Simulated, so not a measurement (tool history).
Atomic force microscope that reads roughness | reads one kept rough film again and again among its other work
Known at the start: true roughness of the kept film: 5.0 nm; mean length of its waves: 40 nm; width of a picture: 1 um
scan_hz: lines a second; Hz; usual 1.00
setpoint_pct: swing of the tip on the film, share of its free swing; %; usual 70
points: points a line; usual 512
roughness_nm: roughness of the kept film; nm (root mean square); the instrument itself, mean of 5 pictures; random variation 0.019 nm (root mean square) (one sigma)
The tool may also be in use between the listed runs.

| run | day | scan_hz | setpoint_pct | points | roughness_nm |
|---|---|---|---|---|---|
| 1 | 0.000 | 1.00 | 70 | 512 | 4.362 |
| 2 | 1.679 | 1.00 | 70 | 512 | 4.175 |
|  | 2.917 | new tip fitted |
| 3 | 3.292 | 1.00 | 70 | 512 | 4.462 |
| 4 | 5.150 | 0.98 | 70 | 512 | 4.284 |
| 5 | 7.642 | 0.98 | 70 | 512 | 4.130 |
|  | 8.196 | new tip fitted |
| 6 | 9.650 | 0.98 | 70 | 512 | 4.371 |
| 7 | 12.579 | 0.98 | 70 | 512 | 4.140 |
|  | 13.538 | new tip fitted |
| 8 | 14.967 | 0.98 | 70 | 512 | 4.397 |
| 9 | 17.838 | 0.69 | 59 | 688 | 4.242 |
|  | 18.771 | new tip fitted |
|  | 19.758 | height scale calibrated on a step standard |
| 10 | 20.854 | 1.21 | 59 | 797 | 4.438 |
| 11 | 22.083 | 0.67 | 65 | 532 | 4.405 |
|  | 24.133 | new tip fitted |
| 12 | 24.446 | 0.67 | 65 | 532 | 4.617 |
| 13 | 27.179 | 0.67 | 65 | 532 | 4.375 |
|  | 29.446 | new tip fitted |
| 14 | 30.046 | 0.60 | 69 | 512 | 4.585 |
| 15 | 32.150 | 1.00 | 69 | 339 | 4.306 |
| 16 | 34.583 | 1.00 | 69 | 339 | 4.162 |

3 ways to go on from here, each from the tool as it stands after run 16. What would each give?
|  | 34.796 | new tip fitted |
| A | 36.917 | 3.15 | 70 | 512 | ? |
|  | 34.796 | new tip fitted |
| B | 36.917 | 2.84 | 60 | 412 | ? |
|  | 34.796 | new tip fitted |
| C | 36.917 | 3.25 | 87 | 270 | ? |

| run | roughness_nm |
|---|---|
| A | 4.120 |
| B | 4.276 |
| C | 3.676 |
Without the tool's hidden state the same runs would have given:
| run | roughness_nm |
|---|---|
| A | 4.325 |
| B | 4.489 |
| C | 3.859 |

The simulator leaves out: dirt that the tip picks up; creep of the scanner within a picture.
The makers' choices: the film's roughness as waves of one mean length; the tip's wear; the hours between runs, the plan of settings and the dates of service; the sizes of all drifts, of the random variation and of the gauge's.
